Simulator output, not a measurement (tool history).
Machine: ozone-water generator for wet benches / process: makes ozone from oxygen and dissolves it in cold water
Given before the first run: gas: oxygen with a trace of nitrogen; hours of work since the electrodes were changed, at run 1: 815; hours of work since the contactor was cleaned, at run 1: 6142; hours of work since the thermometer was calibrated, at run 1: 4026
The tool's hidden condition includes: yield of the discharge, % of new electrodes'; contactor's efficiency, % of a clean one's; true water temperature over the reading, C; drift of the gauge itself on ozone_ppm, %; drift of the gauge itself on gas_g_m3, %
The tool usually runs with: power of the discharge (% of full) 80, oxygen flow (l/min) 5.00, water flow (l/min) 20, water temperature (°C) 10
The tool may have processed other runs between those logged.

run,hour,power of the discharge (% of full),oxygen flow (l/min),water flow (l/min),water temperature (°C),hours of work since the electrodes were changed,hours of work since the contactor was cleaned,hours of work since the thermometer was calibrated,dissolved ozone (ppm),ozone in the gas ahead of the water (g/m3)
1,0.0,80,5.00,20,10,815,6142,4026,31.5,247.6
2,46.1,58,5.00,20,10,850,6177,4062,24.4,189.4
3,91.4,80,5.00,20,10,885,6212,4096,31.8,245.0
4,123.6,80,5.00,20,10,910,6237,4121,31.7,249.3
5,163.1,80,5.00,20,10,940,6267,4151,31.7,249.0
6,190.7,80,5.00,20,10,961,6288,4172,31.8,247.7
7,247.3,80,5.00,20,10,1004,6331,4216,31.5,249.4
8,293.7,80,5.00,20,10,1040,6367,4251,31.6,249.5
9,332.2,80,5.00,20,10,1069,6396,4280,31.6,249.5
10,383.1,80,5.00,20,10,1108,6435,4319,31.8,250.0
11,418.7,80,5.00,20,10,1135,6462,4347,31.5,250.8
12,460.6,80,5.00,20,10,1167,6494,4379,31.4,251.3
13,489.2,45,5.00,20,10,1189,6516,4401,19.7,156.3
14,518.0,45,5.00,20,10,1211,6538,4423,19.2,154.0
15,565.2,45,5.00,20,10,1247,6574,4459,19.3,153.8
16,619.6,50,5.00,20,10,1289,6616,4500,21.3,168.4
17,644.8,45,3.36,28,7,1308,6635,4520,12.2,179.8
18,699.7,88,3.36,15,5,1350,6677,4562,41.2,310.9
19,727.2,88,3.36,15,5,1371,6698,4582,41.5,311.1
20,770.2,88,3.36,15,5,1404,6731,4615,41.1,313.1
21,806.6,88,3.36,15,5,1432,6759,4643,41.3,313.9
22,845.5,80,5.00,19,8,1462,6789,4673,33.6,253.1
23,902.3,80,8.30,17,8,1505,6832,4716,40.7,212.6
24,941.8,80,5.00,20,10,1535,6862,4747,31.6,251.8
# hour 978.0: gauge calibrated
25,986.9,80,5.00,20,7,1570,6897,4781,32.7,248.6
26,1040.1,80,5.87,20,10,1610,6937,4822,32.8,234.4
27,1085.3,66,3.94,24,8,1645,6972,4856,21.3,230.2
28,1132.1,66,3.94,24,8,1681,7008,4892,20.9,229.4
29,1184.5,81,4.06,16,5,1721,7048,4932,38.8,271.2

Estimate the outcome of run 30 from the log above:
30,1228.6,80,7.60,20,8,1754,7082,4966,?,?

Run 30 gave dissolved ozone (ppm) 35.7, ozone in the gas ahead of the water (g/m3) 214.7.
With no hidden state in the tool, this same run would have given dissolved ozone (ppm) 35.7, ozone in the gas ahead of the water (g/m3) 213.3.

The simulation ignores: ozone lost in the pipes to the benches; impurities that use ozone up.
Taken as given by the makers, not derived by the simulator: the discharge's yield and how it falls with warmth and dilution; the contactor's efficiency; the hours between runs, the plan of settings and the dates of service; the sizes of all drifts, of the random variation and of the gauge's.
